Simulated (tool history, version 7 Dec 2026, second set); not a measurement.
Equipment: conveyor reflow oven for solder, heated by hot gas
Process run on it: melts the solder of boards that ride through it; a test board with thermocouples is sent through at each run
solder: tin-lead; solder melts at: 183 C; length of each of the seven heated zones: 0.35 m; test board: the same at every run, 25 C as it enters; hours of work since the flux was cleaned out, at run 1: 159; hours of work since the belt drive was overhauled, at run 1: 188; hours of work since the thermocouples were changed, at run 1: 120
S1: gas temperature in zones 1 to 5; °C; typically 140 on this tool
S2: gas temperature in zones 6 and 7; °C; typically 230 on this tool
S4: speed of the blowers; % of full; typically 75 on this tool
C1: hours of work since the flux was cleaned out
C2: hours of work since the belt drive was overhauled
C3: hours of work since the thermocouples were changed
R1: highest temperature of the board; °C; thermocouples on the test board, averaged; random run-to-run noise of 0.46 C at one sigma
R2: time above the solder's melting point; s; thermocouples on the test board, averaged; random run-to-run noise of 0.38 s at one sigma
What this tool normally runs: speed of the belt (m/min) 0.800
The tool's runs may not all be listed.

{"run": 1, "hour": 0.0, "S1": 140, "S2": 230, "speed of the belt (m/min)": 0.8, "S4": 75, "C1": 159, "C2": 188, "C3": 120, "R1": 215.1, "R2": 39.2}
{"run": 2, "hour": 6.0, "S1": 140, "S2": 230, "speed of the belt (m/min)": 0.8, "S4": 71, "C1": 163, "C2": 192, "C3": 125, "R1": 213.9, "R2": 39.1}
{"run": 3, "hour": 15.3, "S1": 140, "S2": 230, "speed of the belt (m/min)": 0.8, "S4": 75, "C1": 170, "C2": 199, "C3": 132, "R1": 215.5, "R2": 38.8}
{"run": 4, "hour": 20.8, "S1": 140, "S2": 230, "speed of the belt (m/min)": 0.8, "S4": 75, "C1": 174, "C2": 203, "C3": 136, "R1": 214.3, "R2": 38.7}
{"run": 5, "hour": 26.6, "S1": 140, "S2": 230, "speed of the belt (m/min)": 0.8, "S4": 85, "C1": 178, "C2": 208, "C3": 140, "R1": 217.3, "R2": 40.4}
{"run": 6, "hour": 30.8, "S1": 140, "S2": 230, "speed of the belt (m/min)": 0.8, "S4": 85, "C1": 181, "C2": 211, "C3": 143, "R1": 216.9, "R2": 40.1}
{"run": 7, "hour": 38.6, "S1": 140, "S2": 230, "speed of the belt (m/min)": 0.8, "S4": 85, "C1": 187, "C2": 216, "C3": 149, "R1": 216.2, "R2": 40.2}
{"run": 8, "hour": 48.1, "S1": 140, "S2": 230, "speed of the belt (m/min)": 0.8, "S4": 59, "C1": 194, "C2": 223, "C3": 156, "R1": 211.9, "R2": 35.9}
{"run": 9, "hour": 56.7, "S1": 144, "S2": 230, "speed of the belt (m/min)": 0.8, "S4": 75, "C1": 200, "C2": 230, "C3": 162, "R1": 215.8, "R2": 40.6}
{"run": 10, "hour": 62.1, "S1": 144, "S2": 245, "speed of the belt (m/min)": 0.8, "S4": 75, "C1": 204, "C2": 234, "C3": 166, "R1": 229.1, "R2": 46.4}
{"run": 11, "hour": 67.7, "S1": 144, "S2": 245, "speed of the belt (m/min)": 0.8, "S4": 75, "C1": 208, "C2": 238, "C3": 170, "R1": 227.8, "R2": 46.0}
{"run": 12, "hour": 75.1, "S1": 144, "S2": 245, "speed of the belt (m/min)": 0.8, "S4": 75, "C1": 214, "C2": 243, "C3": 176, "R1": 227.7, "R2": 45.6}
{"run": 13, "hour": 82.3, "S1": 135, "S2": 245, "speed of the belt (m/min)": 0.8, "S4": 75, "C1": 219, "C2": 249, "C3": 181, "R1": 226.5, "R2": 42.4}
{"run": 14, "hour": 88.0, "S1": 135, "S2": 245, "speed of the belt (m/min)": 0.8, "S4": 75, "C1": 223, "C2": 253, "C3": 185, "R1": 227.2, "R2": 43.9}
{"run": 15, "hour": 94.7, "S1": 135, "S2": 245, "speed of the belt (m/min)": 0.8, "S4": 75, "C1": 228, "C2": 258, "C3": 190, "R1": 226.9, "R2": 43.0}
{"run": 16, "hour": 103.0, "S1": 135, "S2": 245, "speed of the belt (m/min)": 0.8, "S4": 75, "C1": 234, "C2": 264, "C3": 196, "R1": 227.4, "R2": 42.6}
{"run": 17, "hour": 109.8, "S1": 128, "S2": 233, "speed of the belt (m/min)": 0.8, "S4": 75, "C1": 239, "C2": 269, "C3": 201, "R1": 214.7, "R2": 36.4}
{"run": 18, "hour": 115.7, "S1": 140, "S2": 231, "speed of the belt (m/min)": 0.665, "S4": 75, "C1": 244, "C2": 273, "C3": 205, "R1": 220.1, "R2": 50.7}
{"run": 19, "hour": 123.2, "S1": 149, "S2": 230, "speed of the belt (m/min)": 0.745, "S4": 75, "C1": 249, "C2": 279, "C3": 211, "R1": 217.1, "R2": 46.0}
{"run": 20, "hour": 130.2, "S1": 149, "S2": 230, "speed of the belt (m/min)": 0.745, "S4": 75, "C1": 254, "C2": 284, "C3": 216, "R1": 217.0, "R2": 46.0}
{"run": 21, "hour": 134.5, "S1": 140, "S2": 223, "speed of the belt (m/min)": 0.8, "S4": 75, "C1": 258, "C2": 287, "C3": 219, "R1": 208.8, "R2": 34.7}
{"run": 22, "hour": 142.4, "S1": 128, "S2": 220, "speed of the belt (m/min)": 0.88, "S4": 53, "C1": 263, "C2": 293, "C3": 225, "R1": 193.9, "R2": 15.8}
{"run": 23, "hour": 148.3, "S1": 140, "S2": 230, "speed of the belt (m/min)": 0.658, "S4": 75, "C1": 268, "C2": 297, "C3": 229, "R1": 219.3, "R2": 51.4}
{"run": 24, "hour": 158.2, "S1": 140, "S2": 230, "speed of the belt (m/min)": 0.658, "S4": 75, "C1": 275, "C2": 304, "C3": 237, "R1": 219.4, "R2": 50.7}
{"run": 25, "hour": 165.3, "S1": 140, "S2": 230, "speed of the belt (m/min)": 0.658, "S4": 75, "C1": 280, "C2": 310, "C3": 242, "R1": 219.1, "R2": 50.9}
{"run": 26, "hour": 173.7, "S1": 128, "S2": 218, "speed of the belt (m/min)": 0.857, "S4": 75, "C1": 286, "C2": 316, "C3": 248, "R1": 199.9, "R2": 22.2}
{"run": 27, "hour": 177.8, "S1": 140, "S2": 230, "speed of the belt (m/min)": 0.759, "S4": 75, "C1": 289, "C2": 319, "C3": 251, "R1": 215.1, "R2": 41.5}
{"run": 28, "hour": 183.6, "S1": 144, "S2": 226, "speed of the belt (m/min)": 0.743, "S4": 71, "C1": 294, "C2": 323, "C3": 255, "R1": 212.2, "R2": 41.6}
{"run": 29, "hour": 189.1, "S1": 144, "S2": 239, "speed of the belt (m/min)": 0.743, "S4": 71, "C1": 298, "C2": 327, "C3": 259, "R1": 223.9, "R2": 47.8}
{"run": 30, "hour": 194.3, "S1": 127, "S2": 218, "speed of the belt (m/min)": 0.8, "S4": 75, "C1": 301, "C2": 331, "C3": 263, "R1": 200.7, "R2": 26.5}
{"run": 31, "hour": 199.2, "S1": 141, "S2": 229, "speed of the belt (m/min)": 0.729, "S4": 86, "C1": 305, "C2": 335, "C3": 267, "R1": 216.8, "R2": 44.7}

What would each run have given without the hidden state, its run-to-run variation left as it was?
Hidden conditions of the tool in this case: heat that the gas passes to the board, % of a clean oven's; belt's true speed, % of the reading; true gas temperature in zones 6 and 7 over the reading, C; drift of the gauge itself on peak_c, C; drift of the gauge itself on liquid_s, %.
run=1 R1=216.9 R2=40.2
run=2 R1=215.6 R2=40.1
run=3 R1=217.3 R2=39.9
run=4 R1=216.2 R2=39.7
run=5 R1=219.2 R2=41.4
run=6 R1=218.9 R2=41.1
run=7 R1=218.2 R2=41.3
run=8 R1=213.8 R2=37.2
run=9 R1=217.9 R2=41.8
run=10 R1=231.4 R2=47.1
run=11 R1=230.1 R2=46.8
run=12 R1=230.1 R2=46.4
run=13 R1=229.1 R2=43.4
run=14 R1=229.8 R2=44.9
run=15 R1=229.6 R2=44.1
run=16 R1=230.2 R2=43.6
run=17 R1=217.4 R2=38.1
run=18 R1=222.3 R2=51.9
run=19 R1=219.3 R2=47.2
run=20 R1=219.3 R2=47.2
run=21 R1=211.3 R2=36.6
run=22 R1=196.6 R2=18.8
run=23 R1=221.6 R2=52.7
run=24 R1=221.8 R2=52.1
run=25 R1=221.5 R2=52.3
run=26 R1=203.1 R2=25.3
run=27 R1=217.9 R2=43.2
run=28 R1=214.8 R2=43.4
run=29 R1=226.8 R2=49.0
run=30 R1=203.9 R2=29.6
run=31 R1=219.7 R2=46.3
